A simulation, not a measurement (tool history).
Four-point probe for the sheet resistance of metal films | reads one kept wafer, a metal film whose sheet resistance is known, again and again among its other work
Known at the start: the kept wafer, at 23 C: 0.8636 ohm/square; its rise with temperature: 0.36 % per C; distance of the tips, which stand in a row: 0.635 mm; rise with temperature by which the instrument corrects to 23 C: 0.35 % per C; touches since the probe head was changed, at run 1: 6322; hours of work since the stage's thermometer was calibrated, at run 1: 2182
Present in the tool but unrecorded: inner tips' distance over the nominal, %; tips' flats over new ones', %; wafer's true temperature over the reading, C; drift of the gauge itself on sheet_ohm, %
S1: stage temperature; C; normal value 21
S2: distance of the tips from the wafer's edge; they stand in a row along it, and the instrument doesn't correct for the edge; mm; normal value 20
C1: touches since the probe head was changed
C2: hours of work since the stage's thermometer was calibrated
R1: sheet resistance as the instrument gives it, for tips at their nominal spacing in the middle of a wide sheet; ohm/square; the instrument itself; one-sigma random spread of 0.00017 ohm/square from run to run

run,day,S1,S2,C1,C2,R1
1,0,21,20,6322,2182,0.861169
2,0.538,21,22,6449,2188,0.861133
3,1.025,22,20,6566,2193,0.861001
4,1.6,22,20,6702,2200,0.861213
5,2.212,22,20,6847,2207,0.861249
6,2.758,22,20,6976,2213,0.861324
7,3.225,21,63,7087,2218,0.860763
8,3.8,21,63,7223,2224,0.860837
9,4.4,21,63,7366,2231,0.860798
10,5.046,21,63,7519,2238,0.860899
11,5.621,24,20,7655,2244,0.861458
12,5.95,21,20,7733,2248,0.861368
13,6.296,21,6,7815,2252,0.86578
# day 6.358: stage's thermometer calibrated
14,6.933,21,6,7961,6,0.865776
15,7.367,21,6,8064,11,0.865733
16,7.733,21,6,8151,15,0.865676
17,8.258,21,6,8275,21,0.865712
18,8.842,21,20,8414,28,0.861088
# day 9.546: stage's thermometer calibrated, once more
19,9.612,21,20,8591,1,0.862061
20,10.346,19,20,8765,9,0.8621
21,10.875,21,45,8891,15,0.861861
22,11.533,25,10,9047,22,0.864065
23,11.896,34,14,9132,26,0.864164
24,12.404,27,7,9253,32,0.866276
25,12.796,21,8,9346,36,0.864865
26,13.467,22,8,9505,44,0.864698
27,14.179,32,15,9674,51,0.863556
28,14.546,28,15,9761,56,0.863521
29,14.917,21,6,9849,60,0.867181
30,15.338,21,6,9949,64,0.866926
31,15.692,34,24,10032,68,0.863218
32,16.446,26,29,10211,77,0.862796
33,17.154,25,25,10379,85,0.862577
34,17.733,32,20,10517,91,0.863473
35,18.538,20,30,10707,100,0.862095
36,19.108,20,30,10843,106,0.861975
37,19.721,20,30,10988,113,0.861769
38,20.421,20,6,11154,121,0.867331
39,20.846,20,6,11254,126,0.867118

3 ways to go on from here, each from the tool as it stands after run 39. What would each give?
A,21.338,21,34,11371,131,?
B,21.338,21,72,11371,131,?
C,21.338,18,26,11371,131,?

run,R1
A,0.862192
B,0.861783
C,0.861833
With the hidden condition removed and each run's random variation left untouched, the same runs would have given:
run,R1
A,0.86367
B,0.863261
C,0.86331
